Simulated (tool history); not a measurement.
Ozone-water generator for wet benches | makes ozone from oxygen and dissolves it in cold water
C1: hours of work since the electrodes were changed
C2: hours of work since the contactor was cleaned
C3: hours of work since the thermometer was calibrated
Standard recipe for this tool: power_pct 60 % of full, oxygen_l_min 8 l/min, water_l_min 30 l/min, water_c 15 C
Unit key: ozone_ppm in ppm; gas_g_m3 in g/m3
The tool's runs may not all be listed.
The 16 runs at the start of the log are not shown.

Run 17, hour 335.1: usual settings but water_l_min 32 l/min; C1 417; C2 2011; C3 2558. Result: ozone_ppm 27.8 ppm, gas_g_m3 240.9 g/m3.
Run 18, hour 359.1: usual settings but power_pct 59 % of full, oxygen_l_min 4.54 l/min, water_l_min 48 l/min, water_c 9 C; C1 436; C2 2030; C3 2577. Result: ozone_ppm 17.8 ppm, gas_g_m3 300.7 g/m3.
Run 19, hour 385.2: usual settings but water_l_min 37 l/min; C1 456; C2 2050; C3 2597. Result: ozone_ppm 24.5 ppm, gas_g_m3 239.4 g/m3.
Run 20, hour 401.2: usual settings but water_l_min 20 l/min, water_c 12 C; C1 469; C2 2063; C3 2610. Result: ozone_ppm 38.9 ppm, gas_g_m3 236.1 g/m3.
Run 21, hour 415.1: usual settings but water_l_min 20 l/min, water_c 9 C; C1 480; C2 2074; C3 2621. Result: ozone_ppm 41.2 ppm, gas_g_m3 240.9 g/m3.
Run 22, hour 443.8: usual settings but oxygen_l_min 7.7 l/min; C1 502; C2 2096; C3 2643. Result: ozone_ppm 28.6 ppm, gas_g_m3 242.1 g/m3.
Run 23, hour 472.3: usual settings but power_pct 66 % of full, oxygen_l_min 4.56 l/min, water_l_min 25 l/min, water_c 10 C; C1 525; C2 2119; C3 2666. Result: ozone_ppm 34.1 ppm, gas_g_m3 332.5 g/m3.
Run 24, hour 492.6: usual settings but power_pct 66 % of full, oxygen_l_min 4.56 l/min, water_l_min 25 l/min, water_c 10 C; C1 541; C2 2135; C3 2682. Result: ozone_ppm 34.1 ppm, gas_g_m3 334.6 g/m3.
Run 25, hour 506.1: usual settings but power_pct 74 % of full, water_c 7 C; C1 552; C2 2146; C3 2693. Result: ozone_ppm 38.3 ppm, gas_g_m3 285.4 g/m3.
Run 26, hour 520.7: usual settings but power_pct 41 % of full, oxygen_l_min 8.32 l/min, water_l_min 21 l/min; C1 563; C2 2157; C3 2704. Result: ozone_ppm 26 ppm, gas_g_m3 167.6 g/m3.
Run 27, hour 539.9: usual settings but power_pct 56 % of full, oxygen_l_min 7.1 l/min, water_l_min 36 l/min, water_c 9 C; C1 578; C2 2172; C3 2719. Result: ozone_ppm 24.7 ppm, gas_g_m3 235.2 g/m3.
Run 28, hour 564.9: usual settings but power_pct 56 % of full, oxygen_l_min 7.1 l/min, water_l_min 36 l/min, water_c 9 C; C1 598; C2 2192; C3 2739. Result: ozone_ppm 24.6 ppm, gas_g_m3 233.8 g/m3.
Run 29, hour 592.6: usual settings but oxygen_l_min 7.29 l/min; C1 620; C2 2214; C3 2761. Result: ozone_ppm 27.9 ppm, gas_g_m3 249.4 g/m3.
Run 30, hour 619: usual settings but oxygen_l_min 11.65 l/min; C1 641; C2 2235; C3 2782. Result: ozone_ppm 29.4 ppm, gas_g_m3 198.8 g/m3.
Run 31, hour 641.3: usual settings but water_l_min 19 l/min; C1 658; C2 2252; C3 2799. Result: ozone_ppm 38.1 ppm, gas_g_m3 237.6 g/m3.

Estimate the outcome of run 32 from the log above:
Run 32, hour 658.7: usual settings but water_l_min 19 l/min; C1 672; C2 2266; C3 2813. Result: ozone_ppm ?, gas_g_m3 ?.

ozone_ppm: 37.8 ppm
gas_g_m3: 237.7 g/m3
Had the tool carried no hidden state, the very same run would have given ozone_ppm 40 ppm, gas_g_m3 242.6 g/m3.

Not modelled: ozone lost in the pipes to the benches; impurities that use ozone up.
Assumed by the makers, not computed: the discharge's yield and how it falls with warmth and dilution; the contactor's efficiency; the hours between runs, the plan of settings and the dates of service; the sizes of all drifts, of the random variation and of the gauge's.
